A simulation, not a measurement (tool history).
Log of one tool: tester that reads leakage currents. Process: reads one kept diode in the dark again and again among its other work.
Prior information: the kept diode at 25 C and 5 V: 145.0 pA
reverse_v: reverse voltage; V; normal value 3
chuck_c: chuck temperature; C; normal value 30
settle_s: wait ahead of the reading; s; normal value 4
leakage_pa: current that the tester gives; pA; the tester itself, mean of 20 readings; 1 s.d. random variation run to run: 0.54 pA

{"run": 1, "day": 0.0, "reverse_v": 3, "chuck_c": 30, "settle_s": 4, "leakage_pa": 193.96}
{"run": 2, "day": 2.083, "reverse_v": 3, "chuck_c": 30, "settle_s": 4, "leakage_pa": 194.16}
{"run": 3, "day": 4.017, "reverse_v": 3, "chuck_c": 30, "settle_s": 4, "leakage_pa": 194.47}
{"run": 4, "day": 5.896, "reverse_v": 3, "chuck_c": 30, "settle_s": 4, "leakage_pa": 194.83}
{"run": 5, "day": 9.617, "reverse_v": 3, "chuck_c": 30, "settle_s": 4, "leakage_pa": 196.12}
{"run": 6, "day": 13.662, "reverse_v": 3, "chuck_c": 30, "settle_s": 4, "leakage_pa": 198.07}
{"run": 7, "day": 17.633, "reverse_v": 3, "chuck_c": 30, "settle_s": 4, "leakage_pa": 199.08}
{"run": 8, "day": 19.788, "reverse_v": 3, "chuck_c": 30, "settle_s": 4, "leakage_pa": 199.2}
{"run": 9, "day": 23.246, "reverse_v": 3, "chuck_c": 30, "settle_s": 4, "leakage_pa": 200.01}
{"run": 10, "day": 25.362, "reverse_v": 3, "chuck_c": 30, "settle_s": 4, "leakage_pa": 200.25}
{"run": 11, "day": 28.279, "reverse_v": 3, "chuck_c": 30, "settle_s": 4, "leakage_pa": 200.59}
{"run": 12, "day": 30.2, "reverse_v": 3, "chuck_c": 30, "settle_s": 4, "leakage_pa": 201.1}
{"day": 31.317, "done": "probe card cleaned and baked"}
{"run": 13, "day": 32.579, "reverse_v": 3, "chuck_c": 38, "settle_s": 4, "leakage_pa": 361.77}
{"run": 14, "day": 34.962, "reverse_v": 3, "chuck_c": 30, "settle_s": 4, "leakage_pa": 194.67}
{"run": 15, "day": 37.017, "reverse_v": 3, "chuck_c": 31, "settle_s": 4, "leakage_pa": 211.08}
{"run": 16, "day": 41.321, "reverse_v": 2.41, "chuck_c": 31, "settle_s": 4, "leakage_pa": 195.47}
{"run": 17, "day": 43.417, "reverse_v": 10.26, "chuck_c": 30, "settle_s": 4, "leakage_pa": 327.22}
{"run": 18, "day": 47.054, "reverse_v": 3, "chuck_c": 30, "settle_s": 4, "leakage_pa": 198.21}
{"run": 19, "day": 49.058, "reverse_v": 3, "chuck_c": 30, "settle_s": 3.78, "leakage_pa": 199.11}
{"run": 20, "day": 51.233, "reverse_v": 3, "chuck_c": 30, "settle_s": 3.78, "leakage_pa": 199.48}
{"day": 51.5, "done": "chuck's temperature calibrated"}
{"run": 21, "day": 55.175, "reverse_v": 3, "chuck_c": 30, "settle_s": 3.78, "leakage_pa": 203.75}
{"run": 22, "day": 58.908, "reverse_v": 3, "chuck_c": 30, "settle_s": 3.78, "leakage_pa": 205.06}
{"run": 23, "day": 61.254, "reverse_v": 19.25, "chuck_c": 46, "settle_s": 3.78, "leakage_pa": 1489.51}
{"run": 24, "day": 64.846, "reverse_v": 2.75, "chuck_c": 24, "settle_s": 4.21, "leakage_pa": 123.08}
{"run": 25, "day": 67.512, "reverse_v": 3, "chuck_c": 25, "settle_s": 3.33, "leakage_pa": 138.41}
{"run": 26, "day": 70.092, "reverse_v": 3, "chuck_c": 25, "settle_s": 3.33, "leakage_pa": 139.92}
{"run": 27, "day": 71.858, "reverse_v": 1.8, "chuck_c": 32, "settle_s": 1.94, "leakage_pa": 198.24}
{"day": 76.167, "done": "chuck's temperature calibrated, once more"}
{"run": 28, "day": 76.192, "reverse_v": 3, "chuck_c": 33, "settle_s": 0.46, "leakage_pa": 229.46}
{"run": 29, "day": 79.679, "reverse_v": 3, "chuck_c": 33, "settle_s": 0.46, "leakage_pa": 229.44}
{"run": 30, "day": 82.838, "reverse_v": 1.89, "chuck_c": 33, "settle_s": 1.54, "leakage_pa": 190.21}
{"run": 31, "day": 85.233, "reverse_v": 3.67, "chuck_c": 31, "settle_s": 6.86, "leakage_pa": 213.03}
{"run": 32, "day": 89.262, "reverse_v": 2.26, "chuck_c": 28, "settle_s": 4.6, "leakage_pa": 137.67}
{"run": 33, "day": 93.412, "reverse_v": 1.01, "chuck_c": 41, "settle_s": 1.48, "leakage_pa": 274.88}
{"run": 34, "day": 96.642, "reverse_v": 1.35, "chuck_c": 41, "settle_s": 1.48, "leakage_pa": 311.95}
{"run": 35, "day": 100.121, "reverse_v": 1.35, "chuck_c": 41, "settle_s": 1.48, "leakage_pa": 312.55}
{"run": 36, "day": 103.042, "reverse_v": 7.6, "chuck_c": 41, "settle_s": 8.7, "leakage_pa": 640.16}
{"run": 37, "day": 105.871, "reverse_v": 3, "chuck_c": 40, "settle_s": 0.45, "leakage_pa": 405.83}
{"run": 38, "day": 108.85, "reverse_v": 1.01, "chuck_c": 20, "settle_s": 1.68, "leakage_pa": 52.07}
{"run": 39, "day": 110.888, "reverse_v": 2.15, "chuck_c": 32, "settle_s": 4, "leakage_pa": 191.03}

4 options for the next run, each taken on its own from the tool as it stands now. Forecast them:
{"run": "A", "day": 112.692, "reverse_v": 3.37, "chuck_c": 31, "settle_s": 1.73, "leakage_pa": "?"}
{"run": "B", "day": 112.692, "reverse_v": 2.15, "chuck_c": 22, "settle_s": 0.62, "leakage_pa": "?"}
{"run": "C", "day": 112.692, "reverse_v": 3.43, "chuck_c": 26, "settle_s": 0.57, "leakage_pa": "?"}
{"run": "D", "day": 112.692, "reverse_v": 2.15, "chuck_c": 49, "settle_s": 4, "leakage_pa": "?"}

run=A leakage_pa=214.34
run=B leakage_pa=86.41
run=C leakage_pa=146.43
run=D leakage_pa=685.55
With the hidden condition removed and each run's random variation left untouched, the same runs would have given:
run=A leakage_pa=202.75
run=B leakage_pa=80.5
run=C leakage_pa=136.85
run=D leakage_pa=663
